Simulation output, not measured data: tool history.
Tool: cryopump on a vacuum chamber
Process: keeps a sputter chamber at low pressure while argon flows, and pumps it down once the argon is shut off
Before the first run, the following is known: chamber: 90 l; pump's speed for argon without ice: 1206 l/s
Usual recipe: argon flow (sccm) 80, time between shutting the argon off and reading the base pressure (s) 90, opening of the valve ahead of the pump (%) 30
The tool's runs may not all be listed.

run,hour,argon flow (sccm),time between shutting the argon off and reading the base pressure (s),opening of the valve ahead of the pump (%),pressure while argon flows (Pa),pressure after the wait (uPa)
1,0.0,80,90,30,0.4075,1.96
2,43.4,80,90,30,0.4140,2.07
3,130.1,80,90,54,0.2460,2.07
4,168.4,80,90,30,0.4148,2.06
# hour 210.6: pump warmed up, emptied and cooled again
5,227.0,80,90,30,0.3770,1.93
6,306.5,80,90,30,0.3768,2.01
7,379.6,80,90,30,0.3807,2.01
8,430.4,80,90,30,0.3778,2.01
9,501.6,80,90,30,0.3842,2.09
10,570.7,80,90,58,0.2016,2.10
11,643.4,80,90,58,0.2018,2.13
12,683.0,80,90,58,0.2033,2.13
13,728.2,80,90,58,0.2035,2.14
14,806.8,80,90,58,0.2035,2.18
15,855.6,80,90,58,0.2057,2.22
16,892.6,80,90,58,0.2055,2.30
17,966.2,154,29,16,1.3660,5.20
18,1029.9,66,29,16,0.5908,5.03
19,1089.4,78,90,30,0.3785,2.37
20,1169.5,78,90,30,0.3829,2.39
21,1219.4,78,90,30,0.3824,2.39
22,1261.0,78,90,30,0.3812,2.51
23,1317.6,151,257,22,0.9942,1.64
24,1376.9,151,172,48,0.4785,1.87
25,1420.5,151,172,48,0.4786,1.92
26,1488.3,80,221,21,0.5516,1.79
27,1533.7,80,221,21,0.5566,1.77
28,1583.8,100,221,21,0.7006,1.88

Run 29 has not been measured yet. What should we expect?
29,1646.4,80,117,19,?,?

pressure while argon flows (Pa): 0.6121
pressure after the wait (uPa): 2.35
If the tool had no hidden condition, the same run with the same run-to-run variation would have returned pressure while argon flows (Pa) 0.5878, pressure after the wait (uPa) 1.29.

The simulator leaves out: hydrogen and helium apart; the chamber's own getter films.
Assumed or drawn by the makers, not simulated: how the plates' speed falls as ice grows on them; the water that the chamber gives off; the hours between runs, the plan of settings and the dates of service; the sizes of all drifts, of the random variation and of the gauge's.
